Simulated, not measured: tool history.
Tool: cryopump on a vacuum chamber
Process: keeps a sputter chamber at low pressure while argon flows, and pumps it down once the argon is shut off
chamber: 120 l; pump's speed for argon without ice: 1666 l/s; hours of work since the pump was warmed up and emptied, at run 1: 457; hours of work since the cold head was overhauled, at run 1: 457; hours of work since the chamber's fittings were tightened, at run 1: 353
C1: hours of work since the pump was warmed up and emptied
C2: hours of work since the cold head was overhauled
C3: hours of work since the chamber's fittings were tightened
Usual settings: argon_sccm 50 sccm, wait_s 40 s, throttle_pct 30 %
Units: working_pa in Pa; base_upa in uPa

{"run": 1, "day": 0.0, "argon_sccm": 50, "wait_s": 40, "throttle_pct": 30, "C1": 457, "C2": 457, "C3": 353, "working_pa": 0.1863, "base_upa": 1.71}
{"run": 2, "day": 1.288, "argon_sccm": 50, "wait_s": 40, "throttle_pct": 30, "C1": 471, "C2": 471, "C3": 367, "working_pa": 0.1858, "base_upa": 1.76}
{"run": 3, "day": 2.267, "argon_sccm": 50, "wait_s": 40, "throttle_pct": 30, "C1": 482, "C2": 482, "C3": 378, "working_pa": 0.1869, "base_upa": 1.82}
{"run": 4, "day": 3.433, "argon_sccm": 50, "wait_s": 40, "throttle_pct": 30, "C1": 495, "C2": 495, "C3": 391, "working_pa": 0.1887, "base_upa": 1.8}
{"run": 5, "day": 4.538, "argon_sccm": 50, "wait_s": 40, "throttle_pct": 30, "C1": 507, "C2": 507, "C3": 403, "working_pa": 0.188, "base_upa": 1.89}
{"run": 6, "day": 5.508, "argon_sccm": 50, "wait_s": 40, "throttle_pct": 30, "C1": 518, "C2": 518, "C3": 413, "working_pa": 0.1872, "base_upa": 1.8}
{"run": 7, "day": 6.296, "argon_sccm": 50, "wait_s": 40, "throttle_pct": 30, "C1": 526, "C2": 526, "C3": 422, "working_pa": 0.19, "base_upa": 1.81}
{"run": 8, "day": 6.921, "argon_sccm": 50, "wait_s": 40, "throttle_pct": 30, "C1": 533, "C2": 533, "C3": 429, "working_pa": 0.1897, "base_upa": 1.85}
{"run": 9, "day": 7.958, "argon_sccm": 50, "wait_s": 40, "throttle_pct": 30, "C1": 545, "C2": 545, "C3": 440, "working_pa": 0.1912, "base_upa": 1.92}
{"run": 10, "day": 9.133, "argon_sccm": 50, "wait_s": 40, "throttle_pct": 30, "C1": 558, "C2": 558, "C3": 453, "working_pa": 0.1916, "base_upa": 1.91}
{"run": 11, "day": 10.392, "argon_sccm": 50, "wait_s": 40, "throttle_pct": 30, "C1": 571, "C2": 571, "C3": 467, "working_pa": 0.1916, "base_upa": 1.99}
{"run": 12, "day": 11.496, "argon_sccm": 50, "wait_s": 65, "throttle_pct": 30, "C1": 584, "C2": 584, "C3": 479, "working_pa": 0.1927, "base_upa": 1.56}
{"run": 13, "day": 12.858, "argon_sccm": 50, "wait_s": 65, "throttle_pct": 16, "C1": 599, "C2": 599, "C3": 494, "working_pa": 0.3419, "base_upa": 1.61}
{"day": 13.817, "done": "pump warmed up, emptied and cooled again"}
{"run": 14, "day": 13.817, "argon_sccm": 50, "wait_s": 51, "throttle_pct": 30, "C1": 0, "C2": 607, "C3": 502, "working_pa": 0.1692, "base_upa": 1.41}
{"run": 15, "day": 14.967, "argon_sccm": 50, "wait_s": 51, "throttle_pct": 30, "C1": 13, "C2": 619, "C3": 515, "working_pa": 0.1699, "base_upa": 1.52}
{"run": 16, "day": 16.096, "argon_sccm": 29, "wait_s": 256, "throttle_pct": 33, "C1": 25, "C2": 632, "C3": 527, "working_pa": 0.0898, "base_upa": 0.91}
{"run": 17, "day": 16.95, "argon_sccm": 48, "wait_s": 27, "throttle_pct": 30, "C1": 34, "C2": 641, "C3": 537, "working_pa": 0.1635, "base_upa": 2.29}
{"run": 18, "day": 17.5, "argon_sccm": 50, "wait_s": 53, "throttle_pct": 17, "C1": 41, "C2": 647, "C3": 543, "working_pa": 0.2994, "base_upa": 1.59}
{"run": 19, "day": 18.1, "argon_sccm": 50, "wait_s": 53, "throttle_pct": 17, "C1": 47, "C2": 654, "C3": 549, "working_pa": 0.3002, "base_upa": 1.53}
{"run": 20, "day": 18.692, "argon_sccm": 89, "wait_s": 30, "throttle_pct": 33, "C1": 54, "C2": 660, "C3": 556, "working_pa": 0.2753, "base_upa": 2.09}
{"run": 21, "day": 19.542, "argon_sccm": 89, "wait_s": 30, "throttle_pct": 33, "C1": 63, "C2": 670, "C3": 565, "working_pa": 0.2777, "base_upa": 2.1}
{"run": 22, "day": 20.208, "argon_sccm": 89, "wait_s": 30, "throttle_pct": 33, "C1": 70, "C2": 677, "C3": 573, "working_pa": 0.2783, "base_upa": 2.14}
{"run": 23, "day": 21.396, "argon_sccm": 89, "wait_s": 30, "throttle_pct": 33, "C1": 83, "C2": 690, "C3": 586, "working_pa": 0.2783, "base_upa": 2.08}
{"run": 24, "day": 22.642, "argon_sccm": 71, "wait_s": 24, "throttle_pct": 23, "C1": 97, "C2": 704, "C3": 599, "working_pa": 0.32, "base_upa": 2.58}
{"run": 25, "day": 23.296, "argon_sccm": 93, "wait_s": 36, "throttle_pct": 30, "C1": 104, "C2": 711, "C3": 607, "working_pa": 0.32, "base_upa": 1.91}
{"run": 26, "day": 24.033, "argon_sccm": 93, "wait_s": 36, "throttle_pct": 29, "C1": 112, "C2": 719, "C3": 615, "working_pa": 0.3324, "base_upa": 1.98}
{"run": 27, "day": 24.721, "argon_sccm": 50, "wait_s": 32, "throttle_pct": 30, "C1": 120, "C2": 727, "C3": 622, "working_pa": 0.1738, "base_upa": 2.08}
{"run": 28, "day": 25.592, "argon_sccm": 42, "wait_s": 79, "throttle_pct": 30, "C1": 129, "C2": 736, "C3": 632, "working_pa": 0.144, "base_upa": 1.38}

Forecast each of these 3 alternatives for the next run:
{"run": "A", "day": 26.558, "argon_sccm": 35, "wait_s": 79, "throttle_pct": 16, "C1": 140, "C2": 747, "C3": 642, "working_pa": "?", "base_upa": "?"}
{"run": "B", "day": 26.558, "argon_sccm": 25, "wait_s": 43, "throttle_pct": 15, "C1": 140, "C2": 747, "C3": 642, "working_pa": "?", "base_upa": "?"}
{"run": "C", "day": 26.558, "argon_sccm": 42, "wait_s": 79, "throttle_pct": 24, "C1": 140, "C2": 747, "C3": 642, "working_pa": "?", "base_upa": "?"}

run=A working_pa=0.2252 base_upa=1.43
run=B working_pa=0.1705 base_upa=1.84
run=C working_pa=0.1810 base_upa=1.40
Without the tool's hidden state the same runs would have given:
run=A working_pa=0.2218 base_upa=0.69
run=B working_pa=0.1681 base_upa=1.11
run=C working_pa=0.1770 base_upa=0.68
